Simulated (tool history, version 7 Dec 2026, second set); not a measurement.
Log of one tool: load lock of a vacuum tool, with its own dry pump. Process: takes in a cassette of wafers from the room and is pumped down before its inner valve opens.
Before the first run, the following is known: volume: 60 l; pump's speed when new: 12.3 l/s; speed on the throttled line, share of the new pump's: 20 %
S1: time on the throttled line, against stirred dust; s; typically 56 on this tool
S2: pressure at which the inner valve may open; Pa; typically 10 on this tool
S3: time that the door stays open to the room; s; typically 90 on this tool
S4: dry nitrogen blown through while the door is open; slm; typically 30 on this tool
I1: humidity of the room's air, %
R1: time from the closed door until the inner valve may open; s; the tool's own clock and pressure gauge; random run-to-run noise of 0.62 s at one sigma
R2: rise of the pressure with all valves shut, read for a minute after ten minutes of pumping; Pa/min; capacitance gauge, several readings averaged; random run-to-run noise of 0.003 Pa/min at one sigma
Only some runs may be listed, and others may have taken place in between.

{"run": 1, "day": 0.0, "S1": 56, "S2": 10, "S3": 90, "S4": 30, "I1": 45.5, "R1": 90.1, "R2": 0.018}
{"day": 10.488, "done": "dry pump taken out, an overhauled one fitted"}
{"run": 2, "day": 14.775, "S1": 56, "S2": 10, "S3": 90, "S4": 30, "I1": 49.6, "R1": 90.3, "R2": 0.026}
{"run": 3, "day": 23.262, "S1": 46, "S2": 10, "S3": 90, "S4": 30, "I1": 45.9, "R1": 82.5, "R2": 0.022}
{"run": 4, "day": 36.15, "S1": 46, "S2": 11, "S3": 90, "S4": 30, "I1": 44.3, "R1": 83, "R2": 0.019}
{"run": 5, "day": 47.404, "S1": 56, "S2": 10, "S3": 90, "S4": 30, "I1": 45.1, "R1": 90.6, "R2": 0.019}
{"run": 6, "day": 64.571, "S1": 86, "S2": 10, "S3": 90, "S4": 30, "I1": 44.3, "R1": 113.7, "R2": 0.019}
{"run": 7, "day": 77.792, "S1": 86, "S2": 10, "S3": 173, "S4": 30, "I1": 46.6, "R1": 114.7, "R2": 0.04}
{"run": 8, "day": 86.6, "S1": 56, "S2": 10, "S3": 90, "S4": 30, "I1": 43.1, "R1": 90.3, "R2": 0.022}
{"run": 9, "day": 99.975, "S1": 56, "S2": 10, "S3": 90, "S4": 30, "I1": 44.7, "R1": 89.8, "R2": 0.019}
{"run": 10, "day": 116.933, "S1": 56, "S2": 16, "S3": 90, "S4": 30, "I1": 45.3, "R1": 87.4, "R2": 0.02}
{"run": 11, "day": 132.508, "S1": 85, "S2": 16, "S3": 90, "S4": 32, "I1": 47.9, "R1": 110.5, "R2": 0.02}
{"run": 12, "day": 145.546, "S1": 109, "S2": 8, "S3": 194, "S4": 4, "I1": 44.9, "R1": 135.4, "R2": 0.053}
{"run": 13, "day": 161.5, "S1": 109, "S2": 8, "S3": 194, "S4": 4, "I1": 50.2, "R1": 136.1, "R2": 0.066}
{"run": 14, "day": 174.333, "S1": 56, "S2": 13, "S3": 90, "S4": 14, "I1": 44.1, "R1": 88, "R2": 0.027}
{"run": 15, "day": 183.588, "S1": 58, "S2": 13, "S3": 57, "S4": 45, "I1": 45.6, "R1": 91, "R2": 0.015}

Predict each of these 5 candidate next runs independently; none follows another, all start after run 15:
{"run": "A", "day": 198.612, "S1": 31, "S2": 10, "S3": 61, "S4": 20, "I1": 46.3, "R1": "?", "R2": "?"}
{"run": "B", "day": 198.612, "S1": 83, "S2": 8, "S3": 90, "S4": 14, "I1": 43.2, "R1": "?", "R2": "?"}
{"run": "C", "day": 198.612, "S1": 37, "S2": 9, "S3": 85, "S4": 30, "I1": 44.8, "R1": "?", "R2": "?"}
{"run": "D", "day": 198.612, "S1": 56, "S2": 7, "S3": 64, "S4": 11, "I1": 47.7, "R1": "?", "R2": "?"}
{"run": "E", "day": 198.612, "S1": 58, "S2": 13, "S3": 28, "S4": 45, "I1": 47.7, "R1": "?", "R2": "?"}

run=A R1=70.1 R2=0.016
run=B R1=113 R2=0.027
run=C R1=75.7 R2=0.021
run=D R1=91.7 R2=0.024
run=E R1=90 R2=0.007
Without the tool's unlogged condition, the same runs would have read:
run=A R1=70.1 R2=0.014
run=B R1=113 R2=0.025
run=C R1=75.6 R2=0.02
run=D R1=91.7 R2=0.023
run=E R1=89.9 R2=0.005
